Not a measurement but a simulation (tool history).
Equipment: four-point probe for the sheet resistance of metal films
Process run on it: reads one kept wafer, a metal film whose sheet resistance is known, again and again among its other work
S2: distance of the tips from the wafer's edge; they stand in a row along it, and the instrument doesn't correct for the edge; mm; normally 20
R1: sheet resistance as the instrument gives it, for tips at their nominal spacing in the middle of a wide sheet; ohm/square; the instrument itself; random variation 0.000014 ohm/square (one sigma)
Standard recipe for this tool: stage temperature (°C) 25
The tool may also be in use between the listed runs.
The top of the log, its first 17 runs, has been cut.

{"run": 18, "hour": 202.2, "stage temperature (°C)": 25, "S2": 20, "R1": 0.15183}
{"run": 19, "hour": 216.9, "stage temperature (°C)": 33, "S2": 4, "R1": 0.15337}
{"run": 20, "hour": 228.0, "stage temperature (°C)": 33, "S2": 4, "R1": 0.153367}
{"run": 21, "hour": 242.3, "stage temperature (°C)": 33, "S2": 4, "R1": 0.153349}
{"run": 22, "hour": 252.1, "stage temperature (°C)": 33, "S2": 4, "R1": 0.153381}
{"run": 23, "hour": 266.4, "stage temperature (°C)": 33, "S2": 4, "R1": 0.153361}
{"run": 24, "hour": 275.9, "stage temperature (°C)": 28, "S2": 4, "R1": 0.153126}
{"run": 25, "hour": 282.6, "stage temperature (°C)": 25, "S2": 15, "R1": 0.15187}
{"run": 26, "hour": 292.0, "stage temperature (°C)": 25, "S2": 15, "R1": 0.151857}
{"run": 27, "hour": 307.2, "stage temperature (°C)": 25, "S2": 15, "R1": 0.151865}
{"run": 28, "hour": 320.4, "stage temperature (°C)": 24, "S2": 4, "R1": 0.152995}
{"run": 29, "hour": 330.8, "stage temperature (°C)": 21, "S2": 19, "R1": 0.151692}
{"run": 30, "hour": 341.6, "stage temperature (°C)": 26, "S2": 24, "R1": 0.151865}
{"run": 31, "hour": 357.1, "stage temperature (°C)": 26, "S2": 24, "R1": 0.151873}
{"run": 32, "hour": 366.4, "stage temperature (°C)": 26, "S2": 24, "R1": 0.151858}
{"run": 33, "hour": 379.7, "stage temperature (°C)": 23, "S2": 21, "R1": 0.15175}

Here are 5 independent what-if runs from the current tool condition. What would each one return?
{"run": "A", "hour": 392.6, "stage temperature (°C)": 29, "S2": 29, "R1": "?"}
{"run": "B", "hour": 392.6, "stage temperature (°C)": 23, "S2": 18, "R1": "?"}
{"run": "C", "hour": 392.6, "stage temperature (°C)": 29, "S2": 54, "R1": "?"}
{"run": "D", "hour": 392.6, "stage temperature (°C)": 33, "S2": 10, "R1": "?"}
{"run": "E", "hour": 392.6, "stage temperature (°C)": 26, "S2": 25, "R1": "?"}

run=A R1=0.151949
run=B R1=0.151745
run=C R1=0.151941
run=D R1=0.152261
run=E R1=0.151867
With no hidden state in the tool, these same runs would have given:
run=A R1=0.152355
run=B R1=0.152148
run=C R1=0.152347
run=D R1=0.152669
run=E R1=0.152271
